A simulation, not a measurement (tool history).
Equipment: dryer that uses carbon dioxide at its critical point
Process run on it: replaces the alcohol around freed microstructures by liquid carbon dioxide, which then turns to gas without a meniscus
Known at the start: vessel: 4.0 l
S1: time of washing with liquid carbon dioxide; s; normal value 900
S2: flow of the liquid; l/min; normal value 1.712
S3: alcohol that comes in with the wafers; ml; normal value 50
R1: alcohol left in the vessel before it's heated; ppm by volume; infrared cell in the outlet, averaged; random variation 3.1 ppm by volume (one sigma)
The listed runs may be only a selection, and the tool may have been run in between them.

run	hour	S1	S2	S3	R1
1	0	900	1.712	50	48
2	8.6	900	1.47	50	105
3	20.7	900	1.47	50	104
4	27.7	900	1.712	50	52
5	39.6	900	1.712	50	61
6	49.6	900	1.712	50	51
7	55.6	900	1.712	50	55
8	63.8	900	1.712	50	57
9	73.3	900	2.32	50	23
10	84.9	1260	1.712	50	22
11	94.8	900	1.712	25	37
12	100.1	900	1.712	71	82
13	105.8	900	1.712	71	81
14	114	900	1.03	50	507
15	127.8	900	1.03	50	393
16	135.1	900	1.712	56	44
17	145.3	900	1.712	20	27
18	154	900	1.3	66	203
19	163.1	900	1.3	66	206
20	174.5	900	1.09	41	282
21	184.6	900	1.09	41	272
22	194.8	540	1.13	30	788
23	205.7	600	2.31	41	60
24	217.1	1440	1.712	50	19
25	223.4	1440	1.712	50	18
26	230.2	900	1.7	32	38
27	238.3	600	1.42	50	528
28	245.8	660	1.04	50	1032
29	254	660	1.04	50	1021
30	261.4	660	1.04	31	662
31	273.3	660	1.04	31	652
32	284.6	1140	1.56	67	40
33	295	720	1.56	106	425
34	307.3	900	1.36	50	155

Missing from the log above: 1 entry noted between runs. For each, name the pair of listed runs it sits between and say how the tool's hidden condition differs from the listed run just before to the listed run just after:
Run 14 -> run 15: inlet filter changed (hour 119.6)
  flow that reaches the vessel past the clogged filter, %: 91.3 -> 99.5; alcohol in the recycled carbon dioxide, ppm: 13.8 -> 14.1
  measured minus no-state result, R1: +139 -> +16 ppm by volume
